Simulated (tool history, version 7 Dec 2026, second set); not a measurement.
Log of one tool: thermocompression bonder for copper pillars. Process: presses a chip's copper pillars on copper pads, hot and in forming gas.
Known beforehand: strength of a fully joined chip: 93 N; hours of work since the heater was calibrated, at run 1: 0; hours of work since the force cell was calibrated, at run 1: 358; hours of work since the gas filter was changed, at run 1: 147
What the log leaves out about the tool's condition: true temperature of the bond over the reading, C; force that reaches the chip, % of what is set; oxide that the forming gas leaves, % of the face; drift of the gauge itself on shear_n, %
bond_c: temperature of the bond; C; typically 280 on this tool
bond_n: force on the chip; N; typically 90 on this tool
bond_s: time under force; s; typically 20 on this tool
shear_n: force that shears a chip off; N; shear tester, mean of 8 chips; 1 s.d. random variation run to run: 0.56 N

run	hour	bond_c	bond_n	bond_s	hours of work since the heater was calibrated	hours of work since the force cell was calibrated	hours of work since the gas filter was changed	shear_n
1	0.0	280	90	20	0	358	147	67.5
# hour 17.4: forming gas filter changed
2	24.1	280	90	20	17	375	5	68.3
3	39.3	280	90	20	28	386	16	69.1
4	65.5	280	90	20	47	405	34	68.2
5	86.0	280	90	20	61	419	49	68.1
6	103.3	280	90	20	74	432	61	68.0
7	123.1	280	90	20	88	446	76	67.7
8	142.4	280	83	20	102	460	89	65.9
9	163.1	280	83	20	116	475	104	66.5
10	179.3	280	83	20	128	486	116	66.8
11	195.7	260	90	55	140	498	128	74.6
12	213.8	299	98	39	153	511	141	85.8

Run 13 is up next; what results do you expect?
# hour 239.3: forming gas filter changed
13	239.9	299	98	39	171	529	0	?

{"run 13": {"shear_n": 85.6}}
Without the tool's hidden state the same run would have given shear_n 85.5 N.
